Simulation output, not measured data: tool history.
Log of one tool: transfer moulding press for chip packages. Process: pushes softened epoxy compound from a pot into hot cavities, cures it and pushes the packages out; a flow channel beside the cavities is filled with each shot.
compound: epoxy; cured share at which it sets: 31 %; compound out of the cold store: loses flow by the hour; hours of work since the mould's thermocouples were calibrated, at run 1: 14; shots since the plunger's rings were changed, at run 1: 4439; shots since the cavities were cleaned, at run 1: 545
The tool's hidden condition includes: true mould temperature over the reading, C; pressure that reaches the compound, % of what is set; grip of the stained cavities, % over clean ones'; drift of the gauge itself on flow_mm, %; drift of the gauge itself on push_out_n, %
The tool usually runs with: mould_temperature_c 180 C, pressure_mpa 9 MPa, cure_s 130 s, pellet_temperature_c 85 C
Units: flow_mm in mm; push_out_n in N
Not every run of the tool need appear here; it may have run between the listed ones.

run   hour  mould_temperature_c  pressure_mpa  cure_s  pellet_temperature_c  hours of work since the mould's thermocouples were calibrated  shots since the plunger's rings were changed  shots since the cavities were cleaned  incoming compound's hours out of the cold store  flow_mm  push_out_n
  1      0                  180             9     130                    85                                                             14                                          4439                                    545                                             47.9      702         546
  2   13.5                  180             9     130                    85                                                             20                                          4522                                    628                                             22.7      789         603
  3   22.2                  180             9     130                    85                                                             23                                          4575                                    681                                             29.8      761         586
  4   32.2                  180             9     130                    85                                                             28                                          4637                                    743                                             29.8      759         605
      37.4  -- cavities cleaned with cleaning compound and waxed
  5   40.7                  180             9     144                    85                                                             30                                          4680                                     20                                             28.8      762         292
  6   52.8                  180             9     144                    85                                                             35                                          4754                                     94                                             18.9      803         346
  7   62.5                  180             9     144                    85                                                             39                                          4814                                    154                                             25.2      784         388
  8   72.2                  180             9     144                    85                                                             43                                          4874                                    214                                             12.5      823         433
  9   79.4                  180             9     130                    83                                                             46                                          4918                                    258                                             33.5      748         456
 10   88.2                  180             9     130                    83                                                             50                                          4973                                    313                                             32.7      755         507
 11     97                  180          7.23     130                    85                                                             54                                          5026                                    366                                             32.2      677         525
 12  109.9                  180             9     130                    85                                                             59                                          5106                                    446                                             34.4      746         555
 13  116.3                  180             9     130                    85                                                             62                                          5145                                    485                                             18.8      796         581
 14  124.8                  180             9     130                    89                                                             65                                          5198                                    538                                             15.6      812         586
 15  133.1                  180             9     130                    85                                                             69                                          5249                                    589                                             40.3      721         569
 16    144                  180             9     128                    85                                                             73                                          5316                                    656                                               34      746         607
 17  153.3                  179          8.33     128                    85                                                             77                                          5373                                    713                                             40.9      698         637
       163  -- cavities cleaned with cleaning compound and waxed
 18  164.8                  179          8.33     128                    85                                                             81                                          5435                                     11                                               33      727         332
 19  177.3                  180         10.27     156                    85                                                             86                                          5511                                     87                                             37.4      779         355
 20  183.2                  180           7.8     130                    85                                                             89                                          5548                                    124                                             46.4      655         401
 21  190.6                  180           7.8     130                    85                                                             92                                          5593                                    169                                             47.8      649         430
 22  201.4                  180             9     148                    79                                                             96                                          5660                                    236                                             42.1      714         421
 23  207.6                  186             9     114                    79                                                             99                                          5698                                    274                                             10.4      805         475
 24  219.8                  186             9     114                    79                                                            104                                          5773                                    349                                              9.5      808         516
 25  229.7                  186             9     114                    79                                                            108                                          5834                                    410                                             38.3      702         498
 26  238.7                  182          9.88     130                    85                                                            112                                          5889                                    465                                               34      772         512
 27  244.3                  182          9.73     144                    85                                                            114                                          5924                                    500                                             10.2      847         514
 28  255.2                  180          8.46     147                    87                                                            119                                          5991                                    567                                             21.9      760         524
 29  267.8                  188             9     130                    85                                                            124                                          6068                                    644                                             13.1      784         536

Branching from run 29: 4 alternative next runs. What would each branch give?
  A  278.2                  180             9     130                    95                                                            128                                          6133                                    709                                             42.4        ?           ?
  B  278.2                  180           6.9     130                    85                                                            128                                          6133                                    709                                             37.7        ?           ?
  C  278.2                  183          7.55     130                    95                                                            128                                          6133                                    709                                             11.7        ?           ?
  D  278.2                  177         10.89     130                    85                                                            128                                          6133                                    709                                               47        ?           ?

run  flow_mm  push_out_n
  A      709         605
  B      639         606
  C      739         557
  D      782         657
Stripped of hidden state, with their random variation kept, the same runs would have yielded:
run  flow_mm  push_out_n
  A      743         299
  B      669         297
  C      774         270
  D      820         318
